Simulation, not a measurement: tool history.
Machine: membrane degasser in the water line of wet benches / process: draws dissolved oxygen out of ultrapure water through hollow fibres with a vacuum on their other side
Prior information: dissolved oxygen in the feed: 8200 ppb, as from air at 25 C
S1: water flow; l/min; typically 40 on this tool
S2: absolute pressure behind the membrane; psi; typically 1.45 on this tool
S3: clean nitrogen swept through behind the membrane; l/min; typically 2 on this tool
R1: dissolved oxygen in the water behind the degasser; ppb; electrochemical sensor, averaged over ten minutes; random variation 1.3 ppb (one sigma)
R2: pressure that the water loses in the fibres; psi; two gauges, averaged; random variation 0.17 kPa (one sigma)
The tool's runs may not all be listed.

{"run": 1, "hour": 0.0, "S1": 40, "S2": 1.45, "S3": 2, "R1": 306.9, "R2": 4.105}
{"run": 2, "hour": 180.6, "S1": 40, "S2": 1.45, "S3": 2, "R1": 305.7, "R2": 4.107}
{"run": 3, "hour": 308.8, "S1": 40, "S2": 1.45, "S3": 1.37, "R1": 414.4, "R2": 4.123}
{"run": 4, "hour": 403.7, "S1": 40, "S2": 0.91, "S3": 2, "R1": 150.8, "R2": 4.118}
{"run": 5, "hour": 523.0, "S1": 40, "S2": 0.91, "S3": 2, "R1": 149.8, "R2": 4.141}
{"run": 6, "hour": 750.3, "S1": 40, "S2": 1.45, "S3": 2, "R1": 305.3, "R2": 4.121}
{"run": 7, "hour": 941.1, "S1": 40, "S2": 1.45, "S3": 2, "R1": 307.6, "R2": 4.103}
{"run": 8, "hour": 1113.9, "S1": 40, "S2": 1.45, "S3": 2, "R1": 307, "R2": 4.181}
{"run": 9, "hour": 1347.0, "S1": 40, "S2": 1.45, "S3": 2, "R1": 310.5, "R2": 4.151}
{"run": 10, "hour": 1569.2, "S1": 40, "S2": 1.45, "S3": 2, "R1": 310.1, "R2": 4.164}
{"run": 11, "hour": 1688.7, "S1": 40, "S2": 1.45, "S3": 2, "R1": 308.7, "R2": 4.129}
{"run": 12, "hour": 1818.8, "S1": 29, "S2": 1.07, "S3": 1.08, "R1": 243.5, "R2": 3.002}
{"run": 13, "hour": 1946.1, "S1": 29, "S2": 1.46, "S3": 1.67, "R1": 269.3, "R2": 2.96}
{"run": 14, "hour": 2178.4, "S1": 61, "S2": 2.83, "S3": 5.02, "R1": 503.9, "R2": 6.344}
{"run": 15, "hour": 2332.7, "S1": 38, "S2": 2.83, "S3": 5.02, "R1": 299.9, "R2": 3.881}
{"run": 16, "hour": 2431.8, "S1": 42, "S2": 3.25, "S3": 2.2, "R1": 783.7, "R2": 4.355}
{"run": 17, "hour": 2526.5, "S1": 52, "S2": 3.25, "S3": 2.05, "R1": 990, "R2": 5.379}
{"run": 18, "hour": 2632.3, "S1": 43, "S2": 0.87, "S3": 1.92, "R1": 154.9, "R2": 4.386}
{"run": 19, "hour": 2823.4, "S1": 43, "S2": 1.65, "S3": 5.52, "R1": 170.5, "R2": 4.419}
{"run": 20, "hour": 3032.6, "S1": 58, "S2": 1.07, "S3": 2, "R1": 310, "R2": 5.989}
{"run": 21, "hour": 3164.3, "S1": 31, "S2": 1.45, "S3": 2, "R1": 245.1, "R2": 3.229}
{"run": 22, "hour": 3324.7, "S1": 40, "S2": 1.45, "S3": 1.17, "R1": 478.5, "R2": 4.116}

Measured result minus the same run's result without the hidden state. Both carry the same run-to-run variation, though not necessarily the same gauge scatter:
Hidden state present: membrane still open, %; true pressure behind the membrane over the reading, kPa; air that leaks in behind the membrane, l/min; drift of the gauge itself on oxygen_ppb, %; drift of the gauge itself on loss_of_pressure_kpa, %.
run=1 R1=+0
run=2 R1=+0.4
run=3 R1=+0.9
run=4 R1=+0.5
run=5 R1=+0.6
run=6 R1=+1.6
run=7 R1=+2.1
run=8 R1=+2.5
run=9 R1=+2.9
run=10 R1=+3.4
run=11 R1=+3.7
run=12 R1=+3.1
run=13 R1=+3.6
run=14 R1=+7.7
run=15 R1=+4.9
run=16 R1=+13.3
run=17 R1=+17.4
run=18 R1=+2.9
run=19 R1=+3.4
run=20 R1=+6.6
run=21 R1=+5.4
run=22 R1=+11
For R2, the value without the hidden state is never more than 0.003 psi from the measured value.
